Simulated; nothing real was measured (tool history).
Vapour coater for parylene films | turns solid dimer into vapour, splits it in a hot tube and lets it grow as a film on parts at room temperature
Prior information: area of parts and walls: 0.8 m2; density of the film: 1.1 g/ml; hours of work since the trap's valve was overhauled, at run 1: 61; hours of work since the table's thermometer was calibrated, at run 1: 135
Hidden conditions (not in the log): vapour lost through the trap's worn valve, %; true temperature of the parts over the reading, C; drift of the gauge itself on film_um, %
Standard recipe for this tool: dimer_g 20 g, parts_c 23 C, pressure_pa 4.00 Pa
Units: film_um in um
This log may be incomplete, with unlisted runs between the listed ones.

run	hour	dimer_g	parts_c	pressure_pa	hours of work since the trap's valve was overhauled	hours of work since the table's thermometer was calibrated	film_um
1	0.0	20	23	4.00	61	135	17.07
2	13.5	20	23	4.00	69	143	17.11
3	22.7	20	23	4.00	75	148	17.39
4	37.6	13	23	4.00	83	157	11.15
5	46.0	13	23	4.00	88	162	11.15
6	57.7	20	23	4.00	95	169	17.07
7	68.8	20	23	4.00	102	175	17.13
8	78.1	20	23	4.00	107	181	17.21
9	94.7	20	23	4.00	117	191	17.06
10	106.8	20	23	4.00	124	198	17.18
11	118.7	20	23	4.00	131	205	17.22
12	131.6	20	34	4.00	139	212	11.67
13	143.6	20	34	4.00	146	219	11.73
14	155.9	20	23	8.68	153	227	15.03
15	164.2	20	23	4.00	158	231	17.11
16	175.5	20	23	4.00	164	238	17.15
17	191.2	12	23	4.00	174	247	10.28
18	206.0	20	28	4.00	182	256	14.37
19	217.7	20	28	4.00	189	263	14.31
20	228.3	8	29	3.07	195	269	5.85
21	235.9	10	18	3.84	200	274	10.34
22	246.2	10	32	4.06	206	280	6.25
23	263.1	8	23	4.00	216	290	6.86
24	276.0	8	23	4.00	223	297	6.88
25	288.8	20	31	4.00	231	305	12.95
26	303.6	22	24	5.04	240	313	17.60
27	315.8	20	20	5.64	247	321	17.98
28	330.1	20	20	5.64	255	329	18.01
29	341.3	20	20	5.64	262	336	17.95
30	357.5	20	20	5.64	271	345	17.96
31	367.6	33	23	4.00	277	351	28.23
32	381.0	33	23	4.00	285	359	28.26
33	396.4	33	23	4.00	294	368	28.17
34	404.6	23	27	6.49	299	373	15.83
35	420.2	27	23	4.00	308	382	23.14
36	428.1	35	20	4.00	313	387	33.65
# hour 446.6: trap's valve overhauled
37	448.9	14	28	6.66	1	396	9.26
38	462.6	19	16	4.00	9	404	20.91

3 ways to go on from here, each from the tool as it stands after run 38. What would each give?
A	476.5	20	22	2.60	18	413	?
B	476.5	26	16	7.35	18	413	?
C	476.5	17	23	10.85	18	413	?

run	film_um
A	19.24
B	25.76
C	12.33
Take away the tool's hidden state, keep each run's random variation, and the runs would have read:
run	film_um
A	19.24
B	25.76
C	12.33
